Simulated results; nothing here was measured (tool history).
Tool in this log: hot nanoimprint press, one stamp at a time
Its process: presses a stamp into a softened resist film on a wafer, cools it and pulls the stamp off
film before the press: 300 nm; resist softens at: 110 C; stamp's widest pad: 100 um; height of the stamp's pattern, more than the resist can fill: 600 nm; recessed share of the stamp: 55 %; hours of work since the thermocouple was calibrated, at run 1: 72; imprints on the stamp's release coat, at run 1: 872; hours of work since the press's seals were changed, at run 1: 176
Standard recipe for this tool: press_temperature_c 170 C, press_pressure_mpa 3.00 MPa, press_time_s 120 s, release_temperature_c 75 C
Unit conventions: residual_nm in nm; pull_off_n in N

| run | hour | press_temperature_c | press_pressure_mpa | press_time_s | release_temperature_c | hours of work since the thermocouple was calibrated | imprints on the stamp's release coat | hours of work since the press's seals were changed | residual_nm | pull_off_n |
|---|---|---|---|---|---|---|---|---|---|---|
| 1 | 0.0 | 170 | 3.00 | 120 | 75 | 72 | 872 | 176 | 124.3 | 121 |
| 2 | 30.1 | 170 | 3.00 | 93 | 75 | 91 | 1019 | 195 | 138.2 | 129 |
| 3 | 44.4 | 170 | 3.00 | 93 | 75 | 101 | 1089 | 204 | 137.3 | 126 |
| 4 | 71.2 | 170 | 3.00 | 120 | 75 | 118 | 1220 | 221 | 125.3 | 131 |
|  | 83.0 | stamp cleaned and given a new release coat |
| 5 | 90.7 | 170 | 3.00 | 120 | 75 | 126 | 38 | 230 | 127.5 | 107 |
| 6 | 107.7 | 170 | 3.00 | 120 | 75 | 137 | 121 | 240 | 128.0 | 106 |
| 7 | 131.5 | 170 | 3.00 | 120 | 75 | 152 | 237 | 255 | 127.9 | 110 |
| 8 | 143.8 | 170 | 3.00 | 120 | 75 | 160 | 297 | 263 | 129.0 | 110 |
| 9 | 168.2 | 170 | 3.00 | 120 | 75 | 176 | 417 | 279 | 128.1 | 116 |
| 10 | 192.2 | 170 | 2.44 | 120 | 75 | 191 | 534 | 294 | 143.3 | 115 |
| 11 | 217.3 | 170 | 2.44 | 120 | 75 | 207 | 657 | 310 | 144.5 | 117 |
|  | 222.2 | plate thermocouple calibrated |
| 12 | 234.4 | 170 | 2.44 | 120 | 75 | 8 | 726 | 319 | 148.7 | 123 |
| 13 | 247.7 | 170 | 3.00 | 120 | 75 | 16 | 791 | 327 | 134.0 | 122 |
| 14 | 266.1 | 170 | 3.00 | 120 | 75 | 28 | 880 | 339 | 135.2 | 127 |
| 15 | 285.6 | 170 | 3.00 | 120 | 75 | 40 | 976 | 352 | 134.3 | 128 |
| 16 | 313.8 | 170 | 3.00 | 120 | 75 | 58 | 1114 | 370 | 135.5 | 130 |
| 17 | 333.9 | 168 | 3.00 | 120 | 75 | 71 | 1212 | 382 | 152.0 | 135 |
|  | 340.6 | plate thermocouple calibrated, once more |
|  | 350.7 | stamp cleaned and given a new release coat |
| 18 | 358.2 | 170 | 1.81 | 73 | 62 | 7 | 37 | 392 | 183.4 | 132 |

For run 19, what comes out?
| 19 | 372.4 | 160 | 2.28 | 201 | 81 | 16 | 106 | 401 | ? | ? |

residual_nm: 206.3 nm
pull_off_n: 91 N
With no hidden state in the tool, this same run would have given residual_nm 204.7 nm, pull_off_n 89 N.
